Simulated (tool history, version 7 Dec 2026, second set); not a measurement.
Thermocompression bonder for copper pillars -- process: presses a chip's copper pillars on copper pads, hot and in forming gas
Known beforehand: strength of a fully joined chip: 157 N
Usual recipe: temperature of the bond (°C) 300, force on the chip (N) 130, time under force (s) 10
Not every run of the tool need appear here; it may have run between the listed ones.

run,hour,temperature of the bond (°C),force on the chip (N),time under force (s),force that shears a chip off (N)
1,0.0,300,130,10,78.1
2,70.0,300,130,10,75.9
3,126.9,300,130,10,83.9
4,185.1,300,130,10,81.9
5,246.9,300,130,10,79.8
6,304.6,300,130,10,78.2
7,344.1,300,130,10,77.9
8,377.6,300,130,10,76.5
9,442.3,300,130,10,86.6
10,512.1,300,130,10,83.0
11,558.1,300,130,10,80.5
12,612.3,300,130,10,77.7
13,646.3,300,130,10,77.0
14,707.8,300,130,10,86.5
15,772.2,300,130,10,80.4
16,806.9,300,130,10,82.9
17,854.5,300,130,10,80.8
18,893.6,300,130,10,77.5
19,949.0,300,130,10,75.8
20,989.0,324,130,10,89.3
21,1061.7,324,130,10,99.0
22,1117.6,324,130,10,96.5
23,1173.9,274,79,10,38.8
24,1229.1,321,85,28,89.8
25,1290.1,321,90,8,62.5
26,1326.4,284,130,30,105.5
27,1373.6,284,130,30,104.2
28,1432.0,284,130,30,101.7
29,1497.0,284,130,30,99.1
30,1567.9,299,154,10,89.5
31,1606.7,315,130,25,109.8
32,1639.9,300,105,13,77.5
33,1698.9,300,131,13,89.6
34,1752.0,310,151,13,105.0
35,1808.0,307,116,10,78.6
36,1880.3,299,171,7,86.6
37,1942.7,302,148,7,85.6
38,1983.3,285,105,19,79.1
39,2036.6,300,90,16,72.0

Not shown here: 8 entries made in the log between runs. Locate each between two listed runs and compare the hidden state at the listed run before it with the hidden state at the listed run after it:
In the gap between runs 2 and 3: forming gas filter changed (hour 79.2)
  true temperature of the bond over the reading, C: 2.5 -> 2.6; oxide that the forming gas leaves, % of the face: 10.43 -> 2.29
  difference, measured minus the result without the unlogged condition, force that shears a chip off (N): -5.1 -> +2.0
In the gap between runs 8 and 9: forming gas filter changed (hour 391.2)
  true temperature of the bond over the reading, C: 3.1 -> 3.3; oxide that the forming gas leaves, % of the face: 11.08 -> 2.31
  difference, measured minus the result without the unlogged condition, force that shears a chip off (N): -5.2 -> +2.6
In the gap between runs 13 and 14: forming gas filter changed (hour 700.4)
  true temperature of the bond over the reading, C: 3.7 -> 3.8; oxide that the forming gas leaves, % of the face: 10.08 -> 0.87
  difference, measured minus the result without the unlogged condition, force that shears a chip off (N): -3.7 -> +4.4
In the gap between runs 14 and 15: heater calibrated with a thermocouple chip (hour 764.8)
  true temperature of the bond over the reading, C: 3.8 -> 0.3; force that reaches the chip, % of what is set: 103.2 -> 103.3; oxide that the forming gas leaves, % of the face: 0.87 -> 3.26
  difference, measured minus the result without the unlogged condition, force that shears a chip off (N): +4.4 -> +0.1
In the gap between runs 20 and 21: forming gas filter changed (hour 1010.9)
  true temperature of the bond over the reading, C: 0.8 -> 0.9; force that reaches the chip, % of what is set: 103.5 -> 103.6; oxide that the forming gas leaves, % of the face: 11.24 -> 2.51
  difference, measured minus the result without the unlogged condition, force that shears a chip off (N): -8.0 -> +1.1
In the gap between runs 25 and 26: forming gas filter changed (hour 1319.8)
  true temperature of the bond over the reading, C: 1.4 -> 1.5; force that reaches the chip, % of what is set: 103.8 -> 103.9; oxide that the forming gas leaves, % of the face: 10.7 -> 0.74
  difference, measured minus the result without the unlogged condition, force that shears a chip off (N): -3.9 -> +3.5
In the gap between runs 31 and 32: forming gas filter changed (hour 1633.5)
  true temperature of the bond over the reading, C: 2.1 -> 2.2; oxide that the forming gas leaves, % of the face: 10.72 -> 0.97
  difference, measured minus the result without the unlogged condition, force that shears a chip off (N): -8.6 -> +3.8
In the gap between runs 36 and 37: forming gas filter changed (hour 1941.9)
  true temperature of the bond over the reading, C: 2.7 -> 2.8; force that reaches the chip, % of what is set: 104.4 -> 104.5; oxide that the forming gas leaves, % of the face: 9.88 -> 0.59
  difference, measured minus the result without the unlogged condition, force that shears a chip off (N): -4.1 -> +4.8
